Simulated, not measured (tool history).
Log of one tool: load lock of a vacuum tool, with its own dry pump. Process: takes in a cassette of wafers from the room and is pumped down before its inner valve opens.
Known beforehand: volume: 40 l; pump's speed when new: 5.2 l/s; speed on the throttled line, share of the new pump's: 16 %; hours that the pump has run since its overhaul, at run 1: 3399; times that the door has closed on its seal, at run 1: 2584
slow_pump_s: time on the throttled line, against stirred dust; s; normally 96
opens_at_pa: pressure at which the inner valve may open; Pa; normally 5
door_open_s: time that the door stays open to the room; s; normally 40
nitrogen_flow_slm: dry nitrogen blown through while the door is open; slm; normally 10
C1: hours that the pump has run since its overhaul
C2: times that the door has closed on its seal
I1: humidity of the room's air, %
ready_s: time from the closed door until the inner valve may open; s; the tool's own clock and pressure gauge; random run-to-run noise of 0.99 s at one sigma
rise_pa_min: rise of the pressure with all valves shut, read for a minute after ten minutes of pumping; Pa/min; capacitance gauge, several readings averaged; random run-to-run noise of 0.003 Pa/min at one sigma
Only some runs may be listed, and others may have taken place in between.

run 1 hour=0 | slow_pump_s=96 opens_at_pa=5 door_open_s=40 nitrogen_flow_slm=10 | C1=3399 C2=2584 | I1=42.8 | ready_s=158 rise_pa_min=0.028
run 2 hour=431.7 | slow_pump_s=96 opens_at_pa=5 door_open_s=40 nitrogen_flow_slm=10 | C1=3831 C2=3372 | I1=43.9 | ready_s=160.4 rise_pa_min=0.035
run 3 hour=1141.3 | slow_pump_s=96 opens_at_pa=5 door_open_s=35 nitrogen_flow_slm=10 | C1=4541 C2=4667 | I1=43.5 | ready_s=158.7 rise_pa_min=0.037
run 4 hour=1645.3 | slow_pump_s=96 opens_at_pa=5 door_open_s=35 nitrogen_flow_slm=10 | C1=5045 C2=5587 | I1=45.4 | ready_s=162.1 rise_pa_min=0.042
run 5 hour=2272.9 | slow_pump_s=96 opens_at_pa=5 door_open_s=35 nitrogen_flow_slm=10 | C1=5672 C2=6732 | I1=42.5 | ready_s=160.8 rise_pa_min=0.049
run 6 hour=2603 | slow_pump_s=96 opens_at_pa=5 door_open_s=35 nitrogen_flow_slm=10 | C1=6002 C2=7334 | I1=45.1 | ready_s=160.1 rise_pa_min=0.052
run 7 hour=3280.5 | slow_pump_s=96 opens_at_pa=5 door_open_s=35 nitrogen_flow_slm=10 | C1=6680 C2=8571 | I1=45.2 | ready_s=161.8 rise_pa_min=0.058
run 8 hour=3887.4 | slow_pump_s=96 opens_at_pa=5 door_open_s=35 nitrogen_flow_slm=10 | C1=7287 C2=9678 | I1=41.4 | ready_s=159.9 rise_pa_min=0.066
run 9 hour=4482.4 | slow_pump_s=96 opens_at_pa=5 door_open_s=35 nitrogen_flow_slm=10 | C1=7882 C2=10764 | I1=45.9 | ready_s=160.6 rise_pa_min=0.076
run 10 hour=5061.4 | slow_pump_s=96 opens_at_pa=5 door_open_s=33 nitrogen_flow_slm=10 | C1=8461 C2=11820 | I1=42.7 | ready_s=164.6 rise_pa_min=0.077
run 11 hour=5664.8 | slow_pump_s=148 opens_at_pa=5 door_open_s=40 nitrogen_flow_slm=10 | C1=9064 C2=12921 | I1=45.6 | ready_s=205.5 rise_pa_min=0.091
run 12 hour=6188.4 | slow_pump_s=96 opens_at_pa=5 door_open_s=40 nitrogen_flow_slm=10 | C1=9588 C2=13877 | I1=44.5 | ready_s=162.1 rise_pa_min=0.104
run 13 hour=6778.4 | slow_pump_s=73 opens_at_pa=5 door_open_s=40 nitrogen_flow_slm=10 | C1=10178 C2=14953 | I1=44.6 | ready_s=144.7 rise_pa_min=0.114
run 14 hour=7090.7 | slow_pump_s=73 opens_at_pa=5 door_open_s=40 nitrogen_flow_slm=10 | C1=10490 C2=15523 | I1=45.7 | ready_s=143.5 rise_pa_min=0.124
run 15 hour=7697.5 | slow_pump_s=96 opens_at_pa=5 door_open_s=40 nitrogen_flow_slm=10 | C1=11097 C2=16631 | I1=45.2 | ready_s=163.1 rise_pa_min=0.132
run 16 hour=8365.7 | slow_pump_s=96 opens_at_pa=8 door_open_s=40 nitrogen_flow_slm=10 | C1=11765 C2=17850 | I1=44.5 | ready_s=158.6 rise_pa_min=0.144
run 17 hour=8968 | slow_pump_s=144 opens_at_pa=8 door_open_s=40 nitrogen_flow_slm=10 | C1=12367 C2=18949 | I1=48.6 | ready_s=196.4 rise_pa_min=0.165
run 18 hour=9383.4 | slow_pump_s=144 opens_at_pa=8 door_open_s=40 nitrogen_flow_slm=10 | C1=12783 C2=19707 | I1=43.5 | ready_s=197.1 rise_pa_min=0.17
run 19 hour=10038.6 | slow_pump_s=144 opens_at_pa=8 door_open_s=40 nitrogen_flow_slm=10 | C1=13438 C2=20903 | I1=45.6 | ready_s=200.5 rise_pa_min=0.18
run 20 hour=10518.6 | slow_pump_s=96 opens_at_pa=5 door_open_s=26 nitrogen_flow_slm=39 | C1=13918 C2=21778 | I1=44.3 | ready_s=165.4 rise_pa_min=0.178
run 21 hour=10948.2 | slow_pump_s=96 opens_at_pa=6 door_open_s=43 nitrogen_flow_slm=10 | C1=14348 C2=22562 | I1=45.4 | ready_s=164.5 rise_pa_min=0.206
-- hour=11515.6 door's seal changed, seat wiped
run 22 hour=11558.5 | slow_pump_s=61 opens_at_pa=5 door_open_s=51 nitrogen_flow_slm=10 | C1=14956 C2=78 | I1=47.2 | ready_s=137.2 rise_pa_min=0.022
run 23 hour=12066.1 | slow_pump_s=61 opens_at_pa=6 door_open_s=51 nitrogen_flow_slm=6 | C1=15464 C2=1005 | I1=44.5 | ready_s=136.2 rise_pa_min=0.032
run 24 hour=12703.7 | slow_pump_s=107 opens_at_pa=5 door_open_s=40 nitrogen_flow_slm=10 | C1=16102 C2=2168 | I1=44.4 | ready_s=174.3 rise_pa_min=0.034
run 25 hour=13095.5 | slow_pump_s=107 opens_at_pa=5 door_open_s=40 nitrogen_flow_slm=10 | C1=16493 C2=2883 | I1=47.6 | ready_s=175.4 rise_pa_min=0.031
run 26 hour=13783.6 | slow_pump_s=64 opens_at_pa=9 door_open_s=40 nitrogen_flow_slm=23 | C1=17182 C2=4139 | I1=42.3 | ready_s=134 rise_pa_min=0.03
run 27 hour=14436.8 | slow_pump_s=64 opens_at_pa=9 door_open_s=40 nitrogen_flow_slm=23 | C1=17835 C2=5330 | I1=46 | ready_s=133.7 rise_pa_min=0.035
run 28 hour=14940.4 | slow_pump_s=172 opens_at_pa=9 door_open_s=40 nitrogen_flow_slm=8 | C1=18338 C2=6250 | I1=44.5 | ready_s=222.4 rise_pa_min=0.044
run 29 hour=15624.4 | slow_pump_s=96 opens_at_pa=4 door_open_s=43 nitrogen_flow_slm=8 | C1=19022 C2=7498 | I1=49.4 | ready_s=169.2 rise_pa_min=0.049
run 30 hour=16127.6 | slow_pump_s=86 opens_at_pa=6 door_open_s=40 nitrogen_flow_slm=10 | C1=19526 C2=8416 | I1=43.6 | ready_s=158.4 rise_pa_min=0.056
run 31 hour=16473.3 | slow_pump_s=86 opens_at_pa=6 door_open_s=46 nitrogen_flow_slm=10 | C1=19871 C2=9047 | I1=42.2 | ready_s=157.2 rise_pa_min=0.059
run 32 hour=16937.3 | slow_pump_s=86 opens_at_pa=6 door_open_s=46 nitrogen_flow_slm=10 | C1=20335 C2=9893 | I1=41.3 | ready_s=158 rise_pa_min=0.062
-- hour=17237.9 dry pump taken out, an overhauled one fitted
run 33 hour=17550.8 | slow_pump_s=53 opens_at_pa=10 door_open_s=51 nitrogen_flow_slm=17 | C1=313 C2=11002 | I1=47.4 | ready_s=113.8 rise_pa_min=0.076
run 34 hour=17852 | slow_pump_s=96 opens_at_pa=5 door_open_s=76 nitrogen_flow_slm=8 | C1=614 C2=11552 | I1=44.4 | ready_s=159.1 rise_pa_min=0.089
run 35 hour=18390.2 | slow_pump_s=96 opens_at_pa=5 door_open_s=76 nitrogen_flow_slm=8 | C1=1152 C2=12534 | I1=39.3 | ready_s=158.1 rise_pa_min=0.095
run 36 hour=18951.9 | slow_pump_s=185 opens_at_pa=6 door_open_s=77 nitrogen_flow_slm=21 | C1=1714 C2=13559 | I1=43.6 | ready_s=230.9 rise_pa_min=0.094

4 ways to go on from here, each from the tool as it stands after run 36. What would each give?
run A hour=19249.3 | slow_pump_s=96 opens_at_pa=5 door_open_s=35 nitrogen_flow_slm=4 | C1=2011 C2=14101 | I1=46 | ready_s=? rise_pa_min=?
run B hour=19249.3 | slow_pump_s=96 opens_at_pa=9 door_open_s=31 nitrogen_flow_slm=10 | C1=2011 C2=14101 | I1=44.2 | ready_s=? rise_pa_min=?
run C hour=19249.3 | slow_pump_s=118 opens_at_pa=5 door_open_s=40 nitrogen_flow_slm=6 | C1=2011 C2=14101 | I1=44.4 | ready_s=? rise_pa_min=?
run D hour=19249.3 | slow_pump_s=96 opens_at_pa=7 door_open_s=167 nitrogen_flow_slm=38 | C1=2011 C2=14101 | I1=44.3 | ready_s=? rise_pa_min=?

run=A ready_s=158.9 rise_pa_min=0.106
run=B ready_s=152.8 rise_pa_min=0.099
run=C ready_s=179.1 rise_pa_min=0.104
run=D ready_s=155.9 rise_pa_min=0.103
What these runs would have given with no unlogged condition in the tool:
run=A ready_s=157.9 rise_pa_min=0.022
run=B ready_s=151.9 rise_pa_min=0.015
run=C ready_s=178.1 rise_pa_min=0.02
run=D ready_s=154.9 rise_pa_min=0.019

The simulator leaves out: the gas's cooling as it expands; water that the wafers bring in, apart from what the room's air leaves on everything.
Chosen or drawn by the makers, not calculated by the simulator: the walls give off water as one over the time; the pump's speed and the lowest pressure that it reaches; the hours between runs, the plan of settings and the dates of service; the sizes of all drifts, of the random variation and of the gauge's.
